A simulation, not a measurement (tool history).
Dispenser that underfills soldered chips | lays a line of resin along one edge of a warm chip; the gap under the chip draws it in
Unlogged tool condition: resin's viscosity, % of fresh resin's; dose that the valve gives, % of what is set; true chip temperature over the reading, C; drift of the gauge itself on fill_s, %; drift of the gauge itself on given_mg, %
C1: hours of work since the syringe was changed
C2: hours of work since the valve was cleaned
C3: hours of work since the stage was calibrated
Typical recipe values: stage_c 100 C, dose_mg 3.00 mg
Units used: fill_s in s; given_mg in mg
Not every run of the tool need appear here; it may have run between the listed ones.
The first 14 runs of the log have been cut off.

-- hour=122.4 new syringe of resin
-- hour=130.5 new syringe of resin
run 15 hour=130.5 | stage_c=100 dose_mg=3.00 | C1=0 C2=100 C3=94 | fill_s=31.1 given_mg=2.62
-- hour=138.3 new syringe of resin
run 16 hour=141.7 | stage_c=105 dose_mg=3.00 | C1=3 C2=108 C3=103 | fill_s=30.6 given_mg=2.66
-- hour=146.0 new syringe of resin
run 17 hour=148.6 | stage_c=110 dose_mg=3.24 | C1=2 C2=113 C3=108 | fill_s=25.7 given_mg=2.86
-- hour=153.9 new syringe of resin
run 18 hour=159.0 | stage_c=110 dose_mg=3.24 | C1=4 C2=121 C3=116 | fill_s=28.1 given_mg=2.81
-- hour=162.0 new syringe of resin
-- hour=169.6 new syringe of resin
run 19 hour=171.0 | stage_c=104 dose_mg=2.53 | C1=1 C2=130 C3=125 | fill_s=31.6 given_mg=2.21
-- hour=177.5 new syringe of resin
run 20 hour=178.6 | stage_c=100 dose_mg=3.44 | C1=1 C2=136 C3=131 | fill_s=31.8 given_mg=2.97
-- hour=185.0 dispensing valve cleaned and set on the balance
-- hour=186.3 new syringe of resin
run 21 hour=189.3 | stage_c=100 dose_mg=3.44 | C1=2 C2=3 C3=138 | fill_s=32.8 given_mg=3.44
-- hour=194.2 new syringe of resin
run 22 hour=197.5 | stage_c=100 dose_mg=2.76 | C1=3 C2=9 C3=144 | fill_s=36.1 given_mg=2.67
-- hour=202.2 new syringe of resin
run 23 hour=205.2 | stage_c=100 dose_mg=2.76 | C1=2 C2=15 C3=150 | fill_s=35.3 given_mg=2.77
-- hour=209.6 new syringe of resin
run 24 hour=214.4 | stage_c=94 dose_mg=2.88 | C1=4 C2=22 C3=157 | fill_s=46.8 given_mg=2.82
-- hour=217.0 new syringe of resin
run 25 hour=220.8 | stage_c=97 dose_mg=3.79 | C1=3 C2=27 C3=162 | fill_s=38.5 given_mg=3.70
-- hour=224.4 new syringe of resin
run 26 hour=226.9 | stage_c=98 dose_mg=3.76 | C1=2 C2=32 C3=167 | fill_s=34.3 given_mg=3.62
-- hour=232.4 new syringe of resin
-- hour=240.0 new syringe of resin
run 27 hour=240.0 | stage_c=98 dose_mg=3.76 | C1=0 C2=42 C3=177 | fill_s=30.8 given_mg=3.56
run 28 hour=245.3 | stage_c=100 dose_mg=3.80 | C1=4 C2=46 C3=181 | fill_s=38.4 given_mg=3.65
-- hour=247.4 new syringe of resin
run 29 hour=254.3 | stage_c=91 dose_mg=3.15 | C1=5 C2=53 C3=188 | fill_s=56.3 given_mg=3.08
-- hour=255.1 new syringe of resin
-- hour=262.5 new syringe of resin
run 30 hour=266.7 | stage_c=91 dose_mg=3.15 | C1=3 C2=62 C3=197 | fill_s=48.0 given_mg=3.01
-- hour=270.4 new syringe of resin
run 31 hour=274.9 | stage_c=109 dose_mg=2.87 | C1=4 C2=68 C3=203 | fill_s=28.5 given_mg=2.64

Forecast each of these 4 alternatives for the next run:
-- hour=277.9 new syringe of resin
-- hour=285.4 new syringe of resin
run A hour=287.8 | stage_c=100 dose_mg=2.74 | C1=2 C2=78 C3=213 | fill_s=? given_mg=?
-- hour=277.9 new syringe of resin
-- hour=285.4 new syringe of resin
run B hour=287.8 | stage_c=105 dose_mg=3.74 | C1=2 C2=78 C3=213 | fill_s=? given_mg=?
-- hour=277.9 new syringe of resin
-- hour=285.4 new syringe of resin
run C hour=287.8 | stage_c=99 dose_mg=2.87 | C1=2 C2=78 C3=213 | fill_s=? given_mg=?
-- hour=277.9 new syringe of resin
-- hour=285.4 new syringe of resin
run D hour=287.8 | stage_c=112 dose_mg=2.87 | C1=2 C2=78 C3=213 | fill_s=? given_mg=?

run=A fill_s=35.6 given_mg=2.56
run=B fill_s=28.6 given_mg=3.57
run=C fill_s=36.9 given_mg=2.68
run=D fill_s=24.1 given_mg=2.62
What these runs would have given with no unlogged condition in the tool:
run=A fill_s=30.8 given_mg=2.78
run=B fill_s=25.3 given_mg=3.87
run=C fill_s=32.0 given_mg=2.91
run=D fill_s=20.9 given_mg=2.84
